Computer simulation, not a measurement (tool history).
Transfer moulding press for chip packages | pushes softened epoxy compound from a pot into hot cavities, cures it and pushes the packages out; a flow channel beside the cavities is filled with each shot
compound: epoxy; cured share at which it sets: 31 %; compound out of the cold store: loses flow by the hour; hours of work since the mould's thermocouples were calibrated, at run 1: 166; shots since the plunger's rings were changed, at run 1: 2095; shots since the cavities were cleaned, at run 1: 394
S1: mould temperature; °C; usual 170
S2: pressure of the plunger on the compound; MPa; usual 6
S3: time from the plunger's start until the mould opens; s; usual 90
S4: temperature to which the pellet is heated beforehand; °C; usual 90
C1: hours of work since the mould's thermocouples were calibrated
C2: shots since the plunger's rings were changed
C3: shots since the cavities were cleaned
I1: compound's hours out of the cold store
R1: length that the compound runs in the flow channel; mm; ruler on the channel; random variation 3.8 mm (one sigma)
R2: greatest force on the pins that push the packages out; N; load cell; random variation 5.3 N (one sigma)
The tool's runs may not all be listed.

run    hour   S1    S2   S3  S4   C1    C2   C3    I1    R1   R2
  1       0  170     6   90  90  166  2095  394  17.1   948  271
  2    26.2  170     6   90  90  179  2355  654  12.2   953  299
       49.4  -- cavities cleaned with cleaning compound and waxed
  3    50.5  170     6   90  90  191  2581   11    48   841  209
  4    79.6  170     6   90  90  206  2869  299  21.5   915  255
  5   124.4  170     6   90  90  230  3314  744  45.9   830  283
      139.3  -- plunger's sealing rings changed
      140.8  -- cavities cleaned with cleaning compound and waxed
  6   170.9  170     6   90  90  252   298  298    21   960  258
  7   224.2  170     6   78  90  279   827  827  11.6   983  409
      228.4  -- cavities cleaned with cleaning compound and waxed
  8   250.4  170     6   90  90  292  1072  219  29.2   916  246
  9   295.5  170     6   90  90  316  1519  666  42.2   872  266
      316.2  -- cavities cleaned with cleaning compound and waxed
 10   335.2  170     6   90  90  336  1897  188    16   951  243
 11   376.1  170     6   90  90  357  2303  594  47.9   840  257
        404  -- cavities cleaned with cleaning compound and waxed
 12   424.3  170     6   90  90  381  2766  201  46.1   839  234
 13   474.8  170     6   90  84  408  3267  702  45.7   833  266
      491.4  -- plunger's sealing rings changed
      497.7  -- cavities cleaned with cleaning compound and waxed
 14   505.9  170     6   90  84  422   128   81  26.6   943  232
 15   534.5  163  4.53  122  97  436   412  365  18.6   854  233
 16   577.2  170     6   90  92  459   836  789  33.7   910  275
      586.6  -- cavities cleaned with cleaning compound and waxed
 17     614  170     6   90  92  477  1186  272     8   991  241
 18   659.8  168   6.7   90  90  501  1640  726  11.1  1035  321
      675.1  -- cavities cleaned with cleaning compound and waxed
 19   703.5  170  5.75   85  90  523  2059  282  39.8   847  265
 20   731.2  170  5.75   85  90  537  2333  556  18.7   915  296
      763.8  -- cavities cleaned with cleaning compound and waxed
 21   770.5  170  5.75   85  90  557  2708   67  41.3   836  234
 22   806.8  177  5.65   90  90  576  3068  427  21.6   871  202
 23   835.9  168  5.91   88  81  591  3357  716  37.9   857  314
      845.3  -- plunger's sealing rings changed
      854.9  -- cavities cleaned with cleaning compound and waxed
 24   870.8  163  5.79   86  92  607   238  158  30.1   923  382
 25   901.8  163  5.79   86  92  623   546  466  24.5   943  434
      945.4  -- cavities cleaned with cleaning compound and waxed
 26   958.5  167     6  128  90  652  1093  130     9   987  187
 27   997.8  167     6  128  90  672  1483  520  33.1   905  213
     1036.8  -- cavities cleaned with cleaning compound and waxed
 28  1046.1  170  5.53   91  91  697  1947   92  41.7   830  213

Forecast each of these 4 alternatives for the next run:
     1070.3  -- mould's thermocouples calibrated
  A  1088.4  165  5.53  79  91   9  2347  492  32.5   ?   ?
     1070.3  -- mould's thermocouples calibrated
  B  1088.4  177     6  90  87   9  2347  492  30.8   ?   ?
     1070.3  -- mould's thermocouples calibrated
  C  1088.4  164     6  90  90   9  2347  492  22.4   ?   ?
     1070.3  -- mould's thermocouples calibrated
  D  1088.4  170   4.9  92  91   9  2347  492  31.8   ?   ?

run   R1   R2
  A  866  520
  B  875  225
  C  940  433
  D  805  260
Without the tool's hidden state the same runs would have given:
run   R1   R2
  A  903  422
  B  912  180
  C  980  352
  D  839  208
